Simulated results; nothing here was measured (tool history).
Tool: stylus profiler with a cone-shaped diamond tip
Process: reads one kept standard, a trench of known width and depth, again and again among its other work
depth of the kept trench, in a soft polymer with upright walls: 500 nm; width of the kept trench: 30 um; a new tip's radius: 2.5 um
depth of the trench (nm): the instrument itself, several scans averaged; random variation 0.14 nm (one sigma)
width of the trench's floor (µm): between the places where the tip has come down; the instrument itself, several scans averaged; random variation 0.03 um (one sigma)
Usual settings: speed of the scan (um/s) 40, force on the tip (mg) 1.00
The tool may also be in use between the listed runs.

run    day  speed of the scan (um/s)  force on the tip (mg)  depth of the trench (nm)  width of the trench's floor (µm)
  1  0.000                        40                   1.00                    504.33                             26.71
  2  1.000                        40                   1.00                    504.11                             26.73
  3  2.071                        26                   1.00                    504.39                             26.78
  4  3.250                        26                   1.00                    504.02                             26.81
  5  3.796                        26                   1.00                    504.23                             26.78
  6  4.888                        25                   1.00                    504.46                             26.73
  7  5.571                        25                   1.00                    504.06                             26.77
  8  6.546                        25                   1.00                    504.20                             26.73
  9  7.083                        25                   1.00                    504.40                             26.79
 10  7.888                        23                   0.35                    502.74                             26.69
 11  8.650                       158                   1.00                    504.53                             26.27

Run 12 comes next. What will it give?
 12  9.775                        41                   1.78                         ?                                 ?

depth of the trench (nm): 505.79
width of the trench's floor (µm): 26.75
Without the tool's hidden state the same run would have given depth of the trench (nm) 504.73, width of the trench's floor (µm) 26.92.

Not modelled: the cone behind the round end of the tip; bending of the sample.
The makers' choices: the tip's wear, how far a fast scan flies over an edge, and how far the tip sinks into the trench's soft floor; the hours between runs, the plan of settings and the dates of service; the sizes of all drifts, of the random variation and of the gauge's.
